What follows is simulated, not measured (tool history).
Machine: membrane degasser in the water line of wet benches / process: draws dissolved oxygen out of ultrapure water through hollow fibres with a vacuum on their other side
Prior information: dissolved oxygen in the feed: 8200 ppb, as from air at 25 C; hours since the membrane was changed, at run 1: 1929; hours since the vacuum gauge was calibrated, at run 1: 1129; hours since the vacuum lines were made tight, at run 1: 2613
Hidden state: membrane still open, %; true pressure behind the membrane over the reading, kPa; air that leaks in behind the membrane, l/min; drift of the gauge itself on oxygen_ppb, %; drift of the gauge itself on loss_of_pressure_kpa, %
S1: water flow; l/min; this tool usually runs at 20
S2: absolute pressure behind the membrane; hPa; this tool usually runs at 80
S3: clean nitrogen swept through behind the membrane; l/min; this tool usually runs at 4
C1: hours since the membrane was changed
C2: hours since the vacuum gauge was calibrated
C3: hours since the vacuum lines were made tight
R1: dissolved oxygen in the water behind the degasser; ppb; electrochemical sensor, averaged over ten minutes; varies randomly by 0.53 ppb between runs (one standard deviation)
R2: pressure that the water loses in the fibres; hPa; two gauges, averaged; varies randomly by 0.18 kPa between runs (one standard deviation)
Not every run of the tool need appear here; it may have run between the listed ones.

{"run": 1, "hour": 0.0, "S1": 20, "S2": 80, "S3": 4, "C1": 1929, "C2": 1129, "C3": 2613, "R1": 64.9, "R2": 359.3}
{"run": 2, "hour": 57.2, "S1": 20, "S2": 80, "S3": 4, "C1": 1986, "C2": 1186, "C3": 2670, "R1": 65.3, "R2": 362}
{"run": 3, "hour": 98.2, "S1": 20, "S2": 183.8, "S3": 4, "C1": 2027, "C2": 1227, "C3": 2711, "R1": 189, "R2": 364.1}
{"run": 4, "hour": 170.0, "S1": 20, "S2": 94.7, "S3": 4, "C1": 2099, "C2": 1299, "C3": 2783, "R1": 83.8, "R2": 363.1}
{"run": 5, "hour": 206.5, "S1": 20, "S2": 94.7, "S3": 4, "C1": 2136, "C2": 1335, "C3": 2820, "R1": 81.4, "R2": 364.7}
{"run": 6, "hour": 258.3, "S1": 20, "S2": 80, "S3": 4, "C1": 2187, "C2": 1387, "C3": 2871, "R1": 64.3, "R2": 362.9}
{"run": 7, "hour": 300.5, "S1": 20, "S2": 80, "S3": 2.15, "C1": 2230, "C2": 1429, "C3": 2914, "R1": 111.6, "R2": 364.1}
{"run": 8, "hour": 369.2, "S1": 20, "S2": 66.1, "S3": 4, "C1": 2298, "C2": 1498, "C3": 2982, "R1": 47.9, "R2": 363.3}
{"run": 9, "hour": 401.8, "S1": 20, "S2": 66.1, "S3": 4, "C1": 2331, "C2": 1531, "C3": 3015, "R1": 47.9, "R2": 361.3}
{"run": 10, "hour": 458.0, "S1": 25, "S2": 66.1, "S3": 4, "C1": 2387, "C2": 1587, "C3": 3071, "R1": 65.4, "R2": 453.7}
{"run": 11, "hour": 513.2, "S1": 20, "S2": 80, "S3": 4, "C1": 2442, "C2": 1642, "C3": 3126, "R1": 65, "R2": 364.1}
{"run": 12, "hour": 575.7, "S1": 14, "S2": 96.4, "S3": 3.16, "C1": 2505, "C2": 1705, "C3": 3189, "R1": 73, "R2": 254.7}
{"run": 13, "hour": 608.1, "S1": 14, "S2": 66.1, "S3": 3.16, "C1": 2537, "C2": 1737, "C3": 3221, "R1": 39.9, "R2": 253.4}
{"run": 14, "hour": 664.5, "S1": 20, "S2": 121.9, "S3": 2.1, "C1": 2594, "C2": 1793, "C3": 3278, "R1": 208, "R2": 363.5}
{"run": 15, "hour": 721.4, "S1": 30, "S2": 142.7, "S3": 11.14, "C1": 2651, "C2": 1850, "C3": 3335, "R1": 101.1, "R2": 545.4}

Forecast run 16:
{"run": 16, "hour": 775.3, "S1": 31, "S2": 163.7, "S3": 7.83, "C1": 2704, "C2": 1904, "C3": 3388, "R1": "?", "R2": "?"}

R1: 158.6 ppb
R2: 564.5 hPa
If the tool had no hidden condition, the same run with the same run-to-run variation would have returned R1 151.1 ppb, R2 547.1 hPa.
